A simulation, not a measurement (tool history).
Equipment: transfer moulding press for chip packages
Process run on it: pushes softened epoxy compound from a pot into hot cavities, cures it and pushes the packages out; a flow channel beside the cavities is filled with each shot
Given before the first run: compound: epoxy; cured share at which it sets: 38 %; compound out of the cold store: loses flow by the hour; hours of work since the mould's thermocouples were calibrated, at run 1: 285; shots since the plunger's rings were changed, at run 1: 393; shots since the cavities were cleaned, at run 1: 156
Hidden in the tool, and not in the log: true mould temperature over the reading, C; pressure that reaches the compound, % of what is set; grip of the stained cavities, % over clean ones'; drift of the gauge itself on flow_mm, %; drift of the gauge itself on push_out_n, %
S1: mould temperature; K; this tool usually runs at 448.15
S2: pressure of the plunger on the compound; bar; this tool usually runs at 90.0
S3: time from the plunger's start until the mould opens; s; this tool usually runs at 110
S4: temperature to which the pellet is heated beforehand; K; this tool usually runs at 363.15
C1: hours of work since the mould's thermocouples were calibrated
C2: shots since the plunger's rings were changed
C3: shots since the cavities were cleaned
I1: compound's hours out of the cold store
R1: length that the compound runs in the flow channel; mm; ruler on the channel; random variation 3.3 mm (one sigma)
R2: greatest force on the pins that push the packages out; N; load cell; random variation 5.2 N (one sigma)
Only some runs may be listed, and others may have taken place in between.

run,hour,S1,S2,S3,S4,C1,C2,C3,I1,R1,R2
1,0.0,448.15,90.0,110,363.15,285,393,156,17.1,861,216
2,23.3,454.15,90.0,110,363.15,298,602,365,8.5,874,241
3,65.1,448.15,90.0,110,363.15,320,976,739,18.7,847,315
# hour 89.5: cavities cleaned with cleaning compound and waxed
4,109.1,448.15,90.0,110,363.15,343,1356,175,46.0,753,220
# hour 114.2: mould's thermocouples calibrated
5,159.5,448.15,90.0,110,363.15,24,1789,608,15.8,858,298
# hour 199.6: cavities cleaned with cleaning compound and waxed
6,207.3,448.15,73.6,110,363.15,49,2204,69,36.7,699,189
7,247.8,448.15,90.0,110,363.15,70,2567,432,34.6,782,276
8,276.7,448.15,90.0,110,363.15,86,2825,690,27.0,803,294
9,298.4,448.15,90.0,110,363.15,97,3020,885,21.2,818,321
# hour 308.7: cavities cleaned with cleaning compound and waxed
10,331.3,448.15,90.0,110,363.15,114,3301,203,19.8,826,229
# hour 338.4: plunger's sealing rings changed
11,374.3,448.15,90.0,110,363.15,135,322,566,40.1,786,288
# hour 418.2: cavities cleaned with cleaning compound and waxed
12,418.2,448.15,90.0,110,363.15,158,701,0,41.1,777,177
13,470.7,448.15,90.0,110,363.15,186,1171,470,9.1,887,286
14,519.9,448.15,90.0,110,361.15,212,1611,910,22.1,831,341
# hour 525.6: cavities cleaned with cleaning compound and waxed
15,572.9,448.15,90.0,110,361.15,239,2073,424,43.7,759,246
16,599.7,451.15,90.0,110,369.15,253,2313,664,40.8,755,288
# hour 633.8: cavities cleaned with cleaning compound and waxed
17,639.6,451.15,90.0,110,369.15,274,2657,53,47.1,733,184
18,680.5,455.15,105.4,93,365.15,296,3023,419,18.0,876,257
# hour 715.8: plunger's sealing rings changed
19,735.8,455.15,105.4,93,365.15,324,179,891,14.9,910,319
# hour 744.6: cavities cleaned with cleaning compound and waxed
# hour 776.8: mould's thermocouples calibrated
20,776.8,453.15,70.4,125,360.15,0,515,270,17.3,742,240
21,813.5,453.15,72.2,125,360.15,19,844,599,26.5,721,288
# hour 854.8: cavities cleaned with cleaning compound and waxed
22,860.0,453.15,71.4,98,360.15,43,1247,47,43.8,664,179
23,907.1,453.15,71.4,98,360.15,68,1668,468,13.5,746,264
24,955.9,444.15,92.3,94,360.15,94,2105,905,25.4,852,435
# hour 965.3: cavities cleaned with cleaning compound and waxed
25,988.7,448.15,71.4,146,363.15,111,2385,209,9.0,780,229
26,1015.4,448.15,75.9,146,363.15,125,2624,448,15.9,782,265
27,1038.5,448.15,75.9,111,363.15,137,2831,655,39.0,706,302

What if the next run were any one of these 5? Each begins from the tool's condition after run 27:
A,1065.0,450.15,75.9,131,363.15,152,3068,892,46.0,?,?
B,1065.0,448.15,75.9,111,370.15,152,3068,892,13.0,?,?
C,1065.0,442.15,90.0,110,363.15,152,3068,892,27.2,?,?
D,1065.0,448.15,84.9,110,369.15,152,3068,892,43.5,?,?
E,1065.0,448.15,97.3,110,371.15,152,3068,892,48.0,?,?

run,R1,R2
A,668,307
B,781,322
C,834,380
D,726,319
E,764,317
Take away the tool's hidden state, keep each run's random variation, and the runs would have read:
run,R1,R2
A,693,158
B,809,165
C,865,198
D,753,165
E,792,164

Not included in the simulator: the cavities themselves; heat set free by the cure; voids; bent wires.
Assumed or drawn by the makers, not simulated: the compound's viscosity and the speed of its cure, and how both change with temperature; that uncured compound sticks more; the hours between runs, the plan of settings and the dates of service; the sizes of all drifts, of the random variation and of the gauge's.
